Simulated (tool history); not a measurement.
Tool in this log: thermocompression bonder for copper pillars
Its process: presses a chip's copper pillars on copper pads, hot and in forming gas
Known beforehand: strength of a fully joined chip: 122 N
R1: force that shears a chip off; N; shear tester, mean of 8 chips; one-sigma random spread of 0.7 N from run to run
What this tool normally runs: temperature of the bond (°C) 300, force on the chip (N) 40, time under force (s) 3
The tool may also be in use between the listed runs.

{"run": 1, "hour": 0.0, "temperature of the bond (°C)": 300, "force on the chip (N)": 40, "time under force (s)": 3, "R1": 44.6}
{"hour": 7.0, "done": "forming gas filter changed"}
{"run": 2, "hour": 13.1, "temperature of the bond (°C)": 300, "force on the chip (N)": 40, "time under force (s)": 3, "R1": 47.7}
{"run": 3, "hour": 29.0, "temperature of the bond (°C)": 300, "force on the chip (N)": 40, "time under force (s)": 3, "R1": 47.2}
{"run": 4, "hour": 45.2, "temperature of the bond (°C)": 300, "force on the chip (N)": 40, "time under force (s)": 3, "R1": 46.0}
{"run": 5, "hour": 58.1, "temperature of the bond (°C)": 300, "force on the chip (N)": 40, "time under force (s)": 3, "R1": 47.3}
{"run": 6, "hour": 65.8, "temperature of the bond (°C)": 300, "force on the chip (N)": 40, "time under force (s)": 3, "R1": 46.6}
{"run": 7, "hour": 73.5, "temperature of the bond (°C)": 300, "force on the chip (N)": 40, "time under force (s)": 4, "R1": 52.0}
{"run": 8, "hour": 90.1, "temperature of the bond (°C)": 284, "force on the chip (N)": 40, "time under force (s)": 3, "R1": 40.7}
{"run": 9, "hour": 104.4, "temperature of the bond (°C)": 300, "force on the chip (N)": 40, "time under force (s)": 3, "R1": 46.6}
{"run": 10, "hour": 112.3, "temperature of the bond (°C)": 283, "force on the chip (N)": 40, "time under force (s)": 3, "R1": 39.8}
{"run": 11, "hour": 121.6, "temperature of the bond (°C)": 300, "force on the chip (N)": 40, "time under force (s)": 3, "R1": 45.8}
{"run": 12, "hour": 133.9, "temperature of the bond (°C)": 300, "force on the chip (N)": 55, "time under force (s)": 3, "R1": 57.3}
{"run": 13, "hour": 150.1, "temperature of the bond (°C)": 300, "force on the chip (N)": 40, "time under force (s)": 2, "R1": 39.2}
{"run": 14, "hour": 157.8, "temperature of the bond (°C)": 300, "force on the chip (N)": 40, "time under force (s)": 2, "R1": 39.0}
{"run": 15, "hour": 167.7, "temperature of the bond (°C)": 300, "force on the chip (N)": 40, "time under force (s)": 2, "R1": 38.2}
{"hour": 170.1, "done": "force cell calibrated"}
{"run": 16, "hour": 178.5, "temperature of the bond (°C)": 325, "force on the chip (N)": 57, "time under force (s)": 4, "R1": 76.2}
{"run": 17, "hour": 193.5, "temperature of the bond (°C)": 300, "force on the chip (N)": 40, "time under force (s)": 3, "R1": 46.2}
{"run": 18, "hour": 209.1, "temperature of the bond (°C)": 300, "force on the chip (N)": 40, "time under force (s)": 3, "R1": 45.8}
{"run": 19, "hour": 218.7, "temperature of the bond (°C)": 288, "force on the chip (N)": 43, "time under force (s)": 7, "R1": 59.4}
{"hour": 223.1, "done": "force cell calibrated, once more"}
{"run": 20, "hour": 230.3, "temperature of the bond (°C)": 288, "force on the chip (N)": 43, "time under force (s)": 7, "R1": 59.9}
{"run": 21, "hour": 242.5, "temperature of the bond (°C)": 274, "force on the chip (N)": 42, "time under force (s)": 2, "R1": 32.2}
{"run": 22, "hour": 256.9, "temperature of the bond (°C)": 293, "force on the chip (N)": 40, "time under force (s)": 3, "R1": 43.3}

Some steps in R1, run to run, broken into two amounts with sign: the step expected even without the hidden condition (settings, incoming material, random variation), and the rest, left for the hidden condition together with whatever gauge scatter is not in both the measured and the hidden-condition-free result:
Hidden state present: true temperature of the bond over the reading, C; force that reaches the chip, % of what is set; oxide that the forming gas leaves, % of the face; drift of the gauge itself on shear_n, %.
Run 1 -> 2: forming gas filter changed. R1 +3.1 N: hidden state +2.2, all else +0.9.
Run 15 -> 16: temperature of the bond (°C) 300 -> 325, force on the chip (N) 40 -> 57, time under force (s) 2 -> 4, force cell calibrated. R1 +38.0 N: hidden state -1.5, all else +39.5.
Run 16 -> 17: temperature of the bond (°C) 325 -> 300, force on the chip (N) 57 -> 40, time under force (s) 4 -> 3. R1 -30.0 N: hidden state +0.8, all else -30.8.

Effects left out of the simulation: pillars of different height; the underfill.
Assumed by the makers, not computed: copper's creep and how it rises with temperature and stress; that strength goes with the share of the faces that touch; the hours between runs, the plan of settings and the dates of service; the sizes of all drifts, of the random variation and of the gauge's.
